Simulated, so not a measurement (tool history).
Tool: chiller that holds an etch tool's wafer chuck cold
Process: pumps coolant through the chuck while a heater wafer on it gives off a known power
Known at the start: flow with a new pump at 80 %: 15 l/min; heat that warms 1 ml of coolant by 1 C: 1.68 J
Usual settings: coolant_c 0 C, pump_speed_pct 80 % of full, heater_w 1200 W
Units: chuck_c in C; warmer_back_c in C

run,hour,coolant_c,pump_speed_pct,heater_w,chuck_c,warmer_back_c
1,0.0,0,80,1200,7.7,2.91
2,67.5,0,80,1200,7.6,2.88
3,159.1,0,80,1200,7.8,2.97
4,209.5,9,80,1200,16.8,2.97
5,283.0,9,80,1200,16.6,2.95
6,323.4,9,80,1200,16.6,2.96
7,407.3,9,80,1200,16.8,3.01
# hour 448.1: chiller's thermometer calibrated
8,453.7,0,80,942,6.7,2.32
9,537.3,0,80,942,6.4,2.39
10,587.1,0,80,617,4.4,1.53
11,666.8,0,80,617,4.2,1.53
12,731.5,0,80,617,4.3,1.59
13,830.2,0,80,1200,8.2,2.96
14,881.6,-8,80,1200,0.3,3.03
15,922.8,-8,80,1200,0.0,2.98
16,1001.3,-8,80,1200,0.1,2.90
17,1051.8,-8,80,1200,0.1,2.97
18,1127.8,-8,80,1200,0.2,2.95
19,1171.9,-8,80,1200,0.2,3.01
20,1261.1,-7,69,610,-2.4,1.76
21,1345.9,-7,69,610,-2.5,1.76
22,1428.3,-7,69,610,-2.4,1.80
23,1468.6,-7,69,610,-2.7,1.76
24,1546.4,0,80,1119,7.6,2.81
25,1591.1,0,80,1602,11.3,4.05
26,1677.3,0,80,1602,11.1,4.06
27,1754.3,0,80,1602,11.1,4.01
28,1794.6,2,86,1345,10.8,3.12
29,1892.3,-5,90,979,1.2,2.17
30,1975.4,0,93,1305,8.2,2.86
31,2063.9,0,93,1305,8.4,2.82

5 ways to go on from here, each from the tool as it stands after run 31. What would each give?
A,2138.7,-5,80,1243,?,?
B,2138.7,4,80,1200,?,?
C,2138.7,0,62,706,?,?
D,2138.7,-8,88,1561,?,?
E,2138.7,6,80,1200,?,?

run,chuck_c,warmer_back_c
A,3.6,3.25
B,12.4,3.07
C,5.6,2.33
D,2.3,3.66
E,14.2,3.00
Without the tool's hidden state the same runs would have given:
run,chuck_c,warmer_back_c
A,3.0,3.05
B,11.8,2.88
C,5.3,2.18
D,1.5,3.44
E,13.7,2.81
